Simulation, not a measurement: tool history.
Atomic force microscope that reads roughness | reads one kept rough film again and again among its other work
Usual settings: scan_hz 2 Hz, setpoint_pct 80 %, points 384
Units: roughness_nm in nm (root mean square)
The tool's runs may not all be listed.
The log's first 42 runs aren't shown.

run     day  scan_hz  setpoint_pct  points  roughness_nm
 43  14.275      0.8            66     593         3.725
 44  14.583     3.45            57     359         3.503
 45  15.008     3.45            57     359         3.534
 46  15.342     1.19            55     722         3.771
 47  15.825     1.19            55     722         3.774
 48  16.179     1.19            55     722         3.739
 49  16.421     2.34            68     642         3.451
 50  16.783     1.25            56     388         3.715
 51  17.121     1.86            80     537         3.277

4 ways to go on from here, each from the tool as it stands after run 51. What would each give?
     17.275  -- new tip fitted
  A  17.558     1.73            74     765             ?
     17.275  -- new tip fitted
  B  17.558      1.8            80     384             ?
     17.275  -- new tip fitted
  C  17.558        2            70     519             ?
     17.275  -- new tip fitted
  D  17.558     0.52            71     537             ?

run  roughness_nm
  A          3.46
  B         3.292
  C         3.471
  D         3.732
Without the tool's hidden state the same runs would have given:
run  roughness_nm
  A         3.461
  B         3.293
  C         3.472
  D         3.732
